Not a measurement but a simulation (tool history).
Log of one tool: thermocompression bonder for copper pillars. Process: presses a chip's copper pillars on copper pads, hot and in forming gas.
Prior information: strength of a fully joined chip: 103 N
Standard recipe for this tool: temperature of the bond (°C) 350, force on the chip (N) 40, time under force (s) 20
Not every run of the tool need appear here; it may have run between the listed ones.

run,hour,temperature of the bond (°C),force on the chip (N),time under force (s),force that shears a chip off (N)
1,0.0,350,40,20,39.7
2,49.5,350,40,20,39.7
# hour 92.9: forming gas filter changed
3,92.9,350,40,20,39.4
4,145.0,350,40,20,39.4
5,173.5,350,40,20,38.5
6,196.6,350,40,20,38.9
7,221.0,350,40,20,39.3
8,260.6,350,40,20,39.9
# hour 288.9: heater calibrated with a thermocouple chip
9,294.8,350,40,20,39.7
10,335.0,336,40,20,34.7
# hour 342.9: forming gas filter changed
11,366.5,350,40,12,32.6
12,390.2,350,40,12,31.5
13,433.2,350,40,20,39.4
14,462.5,350,40,20,39.6
15,505.1,350,40,20,38.8
16,528.0,350,40,20,40.1
17,560.0,360,40,23,45.3
# hour 589.9: forming gas filter changed
18,603.7,328,29,41,33.7
19,627.4,354,40,17,38.1
20,651.7,337,24,20,24.3
21,685.2,337,24,13,20.5
22,709.8,352,59,28,55.9
23,743.4,350,33,11,27.7
24,793.4,350,33,11,27.1
25,822.2,371,40,12,39.3
# hour 837.4: forming gas filter changed
26,844.6,338,40,11,27.5
27,878.1,338,40,11,27.1
28,907.2,342,30,23,32.2
# hour 949.3: heater calibrated with a thermocouple chip
29,962.1,347,27,59,45.5
30,986.2,371,27,51,52.3

3 ways to go on from here, each from the tool as it stands after run 30. What would each give?
A,1038.4,336,58,29,?
B,1038.4,347,27,51,?
C,1038.4,350,28,20,?

run,force that shears a chip off (N)
A,49.6
B,42.8
C,30.7
Take away the tool's hidden state, keep each run's random variation, and the runs would have read:
run,force that shears a chip off (N)
A,49.7
B,42.9
C,30.7
